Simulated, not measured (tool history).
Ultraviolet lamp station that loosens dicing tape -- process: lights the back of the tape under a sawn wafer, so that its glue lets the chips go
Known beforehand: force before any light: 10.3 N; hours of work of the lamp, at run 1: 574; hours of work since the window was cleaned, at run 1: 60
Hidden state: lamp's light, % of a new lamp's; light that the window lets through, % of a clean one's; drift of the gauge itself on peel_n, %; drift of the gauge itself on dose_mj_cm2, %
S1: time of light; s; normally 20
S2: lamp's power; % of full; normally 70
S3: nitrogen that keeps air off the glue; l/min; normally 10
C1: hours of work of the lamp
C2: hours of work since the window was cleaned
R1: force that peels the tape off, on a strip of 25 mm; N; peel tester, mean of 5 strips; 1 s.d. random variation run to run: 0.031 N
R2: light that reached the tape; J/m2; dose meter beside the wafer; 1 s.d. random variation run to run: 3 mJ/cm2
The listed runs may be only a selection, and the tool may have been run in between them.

run	hour	S1	S2	S3	C1	C2	R1	R2
1	0.0	20	70	10	574	60	2.004	3810
2	63.3	20	70	10	621	106	2.097	3720
3	113.8	20	70	10	658	143	2.080	3650
4	150.3	20	72	10	685	170	2.069	3640
5	232.3	22	70	10	745	230	1.927	3780
6	303.7	18	70	10	797	283	2.825	3010
# hour 347.0: window cleaned of glue's vapour
7	378.3	20	70	10	852	23	2.210	3580
8	427.1	20	70	10	888	59	2.142	3510
9	482.4	20	88	10	928	99	1.572	4340
10	518.7	20	88	10	955	126	1.615	4280
11	576.3	20	98	10	997	169	1.344	4620
12	618.3	20	98	10	1028	199	1.387	4600
13	663.6	20	98	10	1061	233	1.457	4490
14	742.1	20	75	10	1119	290	2.353	3350
# hour 775.7: window cleaned of glue's vapour
15	809.3	20	75	10	1168	25	2.236	3500
16	870.4	20	70	10	1213	70	2.501	3230
17	926.1	20	70	10	1254	111	2.652	3100
18	974.5	20	70	10	1289	146	2.663	3020
19	1043.1	20	70	18	1340	197	2.009	2940
20	1080.0	13	70	18	1367	224	3.526	1910
21	1149.2	11	70	18	1418	274	4.347	1590
22	1200.2	11	70	13	1455	312	4.694	1520
# hour 1207.3: window cleaned of glue's vapour
23	1265.1	29	69	4	1503	42	2.982	4240
24	1334.6	29	75	5	1554	94	2.423	4500
# hour 1353.0: lamp changed
25	1418.3	29	75	5	48	154	1.321	6540
26	1484.4	29	75	5	97	203	1.363	6300
27	1544.7	20	70	5	141	247	2.910	3980
28	1583.6	20	93	10	169	276	1.075	5180
# hour 1636.7: window cleaned of glue's vapour
29	1645.3	33	61	8	214	6	0.984	6020
30	1716.3	10	61	7	267	59	5.283	1780
31	1793.9	15	61	11	324	115	3.129	2600
32	1854.4	15	61	11	368	160	3.357	2560
33	1917.8	10	89	5	415	207	4.789	2400
34	1971.4	19	70	6	454	246	2.909	3540
35	2019.5	19	70	6	489	281	3.020	3450
# hour 2063.7: window cleaned of glue's vapour
36	2078.4	22	74	5	532	11	2.403	4550
37	2115.2	22	74	5	559	38	2.347	4490
38	2195.1	25	87	10	618	97	0.872	5760
39	2265.3	25	87	10	670	148	0.952	5590
40	2319.7	27	64	4	710	188	2.804	4330
41	2384.7	20	61	6	757	236	3.679	2940
42	2457.7	20	72	6	811	289	3.022	3370
# hour 2491.4: window cleaned of glue's vapour
43	2537.0	20	97	10	869	33	1.240	4930
44	2588.7	17	76	19	907	72	1.827	3190

Alternative continuations, all from the tool just after run 44; predict every row:
A	2639.7	13	100	19	944	109	?	?
B	2639.7	19	64	14	944	109	?	?
C	2639.7	19	63	9	944	109	?	?

run	R1	R2
A	1.784	3140
B	2.358	2960
C	2.988	2830
With no hidden state in the tool, these same runs would have given:
run	R1	R2
A	1.080	4100
B	1.530	3860
C	2.081	3710

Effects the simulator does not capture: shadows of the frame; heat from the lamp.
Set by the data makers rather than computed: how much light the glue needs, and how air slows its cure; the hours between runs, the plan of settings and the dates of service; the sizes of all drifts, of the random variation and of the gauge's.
